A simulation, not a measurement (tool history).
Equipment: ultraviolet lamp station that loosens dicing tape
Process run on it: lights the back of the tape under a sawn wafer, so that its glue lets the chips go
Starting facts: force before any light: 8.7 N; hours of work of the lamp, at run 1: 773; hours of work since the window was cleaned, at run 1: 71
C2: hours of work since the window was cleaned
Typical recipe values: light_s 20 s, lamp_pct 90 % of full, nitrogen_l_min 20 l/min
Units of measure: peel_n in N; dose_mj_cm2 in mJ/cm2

{"run": 1, "hour": 0.0, "light_s": 20, "lamp_pct": 90, "nitrogen_l_min": 20, "hours of work of the lamp": 773, "C2": 71, "peel_n": 1.294, "dose_mj_cm2": 449}
{"run": 2, "hour": 22.6, "light_s": 20, "lamp_pct": 90, "nitrogen_l_min": 20, "hours of work of the lamp": 789, "C2": 87, "peel_n": 1.311, "dose_mj_cm2": 444}
{"run": 3, "hour": 38.1, "light_s": 20, "lamp_pct": 90, "nitrogen_l_min": 20, "hours of work of the lamp": 800, "C2": 98, "peel_n": 1.355, "dose_mj_cm2": 438}
{"run": 4, "hour": 67.2, "light_s": 20, "lamp_pct": 76, "nitrogen_l_min": 20, "hours of work of the lamp": 820, "C2": 119, "peel_n": 1.773, "dose_mj_cm2": 365}
{"run": 5, "hour": 79.8, "light_s": 20, "lamp_pct": 76, "nitrogen_l_min": 20, "hours of work of the lamp": 829, "C2": 128, "peel_n": 1.782, "dose_mj_cm2": 361}
{"run": 6, "hour": 95.9, "light_s": 20, "lamp_pct": 76, "nitrogen_l_min": 20, "hours of work of the lamp": 840, "C2": 139, "peel_n": 1.833, "dose_mj_cm2": 355}
{"run": 7, "hour": 107.9, "light_s": 20, "lamp_pct": 76, "nitrogen_l_min": 7, "hours of work of the lamp": 849, "C2": 148, "peel_n": 2.653, "dose_mj_cm2": 353}
{"run": 8, "hour": 121.0, "light_s": 36, "lamp_pct": 96, "nitrogen_l_min": 8, "hours of work of the lamp": 858, "C2": 157, "peel_n": 0.657, "dose_mj_cm2": 802}
{"run": 9, "hour": 140.1, "light_s": 36, "lamp_pct": 96, "nitrogen_l_min": 8, "hours of work of the lamp": 872, "C2": 170, "peel_n": 0.683, "dose_mj_cm2": 787}
{"run": 10, "hour": 166.1, "light_s": 36, "lamp_pct": 67, "nitrogen_l_min": 8, "hours of work of the lamp": 890, "C2": 189, "peel_n": 1.425, "dose_mj_cm2": 539}
{"run": 11, "hour": 192.1, "light_s": 33, "lamp_pct": 67, "nitrogen_l_min": 20, "hours of work of the lamp": 909, "C2": 207, "peel_n": 1.071, "dose_mj_cm2": 491}
{"run": 12, "hour": 213.7, "light_s": 32, "lamp_pct": 67, "nitrogen_l_min": 16, "hours of work of the lamp": 924, "C2": 222, "peel_n": 1.296, "dose_mj_cm2": 472}
{"run": 13, "hour": 237.7, "light_s": 21, "lamp_pct": 89, "nitrogen_l_min": 20, "hours of work of the lamp": 941, "C2": 239, "peel_n": 1.534, "dose_mj_cm2": 398}
{"run": 14, "hour": 255.7, "light_s": 18, "lamp_pct": 87, "nitrogen_l_min": 24, "hours of work of the lamp": 954, "C2": 252, "peel_n": 1.932, "dose_mj_cm2": 330}

Same runs, no hidden state in the tool, same run-to-run variation:
The tool's hidden condition here consists of: lamp's light, % of a new lamp's; light that the window lets through, % of a clean one's; drift of the gauge itself on peel_n, %; drift of the gauge itself on dose_mj_cm2, %.
run=1 peel_n=0.693 dose_mj_cm2=614
run=2 peel_n=0.682 dose_mj_cm2=615
run=3 peel_n=0.698 dose_mj_cm2=613
run=4 peel_n=0.955 dose_mj_cm2=520
run=5 peel_n=0.950 dose_mj_cm2=518
run=6 peel_n=0.965 dose_mj_cm2=515
run=7 peel_n=1.592 dose_mj_cm2=516
run=8 peel_n=0.272 dose_mj_cm2=1183
run=9 peel_n=0.278 dose_mj_cm2=1175
run=10 peel_n=0.623 dose_mj_cm2=820
run=11 peel_n=0.421 dose_mj_cm2=758
run=12 peel_n=0.514 dose_mj_cm2=739
run=13 peel_n=0.616 dose_mj_cm2=635
run=14 peel_n=0.835 dose_mj_cm2=532
